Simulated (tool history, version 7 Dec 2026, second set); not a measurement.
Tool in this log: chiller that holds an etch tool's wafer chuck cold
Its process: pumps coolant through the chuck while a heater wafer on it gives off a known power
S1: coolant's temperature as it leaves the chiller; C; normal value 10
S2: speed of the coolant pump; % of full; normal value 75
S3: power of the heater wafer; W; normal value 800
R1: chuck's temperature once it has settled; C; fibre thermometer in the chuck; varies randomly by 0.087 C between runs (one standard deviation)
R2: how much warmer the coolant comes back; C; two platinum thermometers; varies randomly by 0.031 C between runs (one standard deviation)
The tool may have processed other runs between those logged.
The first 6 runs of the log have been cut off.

run 7 hour=323.1 | S1=10 S2=76 S3=775 | R1=17.9 R2=3.14
run 8 hour=356.8 | S1=10 S2=76 S3=775 | R1=18.16 R2=3.19
run 9 hour=427.2 | S1=10 S2=76 S3=775 | R1=17.84 R2=3.16
-- hour=482.1 chiller's thermometer calibrated
run 10 hour=490.3 | S1=10 S2=76 S3=775 | R1=17.9 R2=3.2
run 11 hour=528.2 | S1=10 S2=75 S3=800 | R1=18.02 R2=3.36
run 12 hour=574.5 | S1=10 S2=75 S3=800 | R1=18.16 R2=3.37
run 13 hour=625.4 | S1=10 S2=78 S3=800 | R1=17.94 R2=3.19
run 14 hour=695.8 | S1=10 S2=78 S3=800 | R1=18.09 R2=3.17
run 15 hour=736.6 | S1=14 S2=78 S3=800 | R1=22.01 R2=3.29
run 16 hour=785.9 | S1=14 S2=78 S3=800 | R1=22.18 R2=3.23
run 17 hour=853.4 | S1=14 S2=78 S3=800 | R1=21.91 R2=3.27
run 18 hour=916.5 | S1=10 S2=90 S3=1055 | R1=19.64 R2=3.72
run 19 hour=985.8 | S1=10 S2=90 S3=1055 | R1=19.94 R2=3.71
run 20 hour=1020.1 | S1=16 S2=80 S3=800 | R1=23.93 R2=3.14
run 21 hour=1080.6 | S1=17 S2=68 S3=800 | R1=25.57 R2=3.78
run 22 hour=1129.5 | S1=17 S2=68 S3=800 | R1=25.79 R2=3.78
-- hour=1139.7 coolant pump overhauled
run 23 hour=1169.8 | S1=17 S2=68 S3=800 | R1=26.16 R2=3.99
run 24 hour=1231.7 | S1=17 S2=68 S3=800 | R1=26.13 R2=3.98
-- hour=1280.5 coolant pump overhauled, once more
run 25 hour=1296.3 | S1=17 S2=68 S3=800 | R1=25.59 R2=3.55
run 26 hour=1346.3 | S1=17 S2=68 S3=800 | R1=25.51 R2=3.51
run 27 hour=1385 | S1=14 S2=75 S3=435 | R1=18.32 R2=1.72
run 28 hour=1432.3 | S1=14 S2=75 S3=435 | R1=18.34 R2=1.72
run 29 hour=1502 | S1=8 S2=80 S3=1117 | R1=18.96 R2=4.17
run 30 hour=1537.5 | S1=8 S2=80 S3=1117 | R1=18.73 R2=4.16
run 31 hour=1583.4 | S1=12 S2=80 S3=693 | R1=18.81 R2=2.61

Alternative continuations, all from the tool just after run 31; predict every row:
run A hour=1646.8 | S1=16 S2=75 S3=800 | R1=? R2=?
run B hour=1646.8 | S1=12 S2=83 S3=693 | R1=? R2=?
run C hour=1646.8 | S1=10 S2=62 S3=481 | R1=? R2=?

run=A R1=24.2 R2=3.22
run=B R1=18.48 R2=2.52
run=C R1=15.6 R2=2.37
With no hidden state in the tool, these same runs would have given:
run=A R1=23.74 R2=3.17
run=B R1=18.09 R2=2.48
run=C R1=15.27 R2=2.34
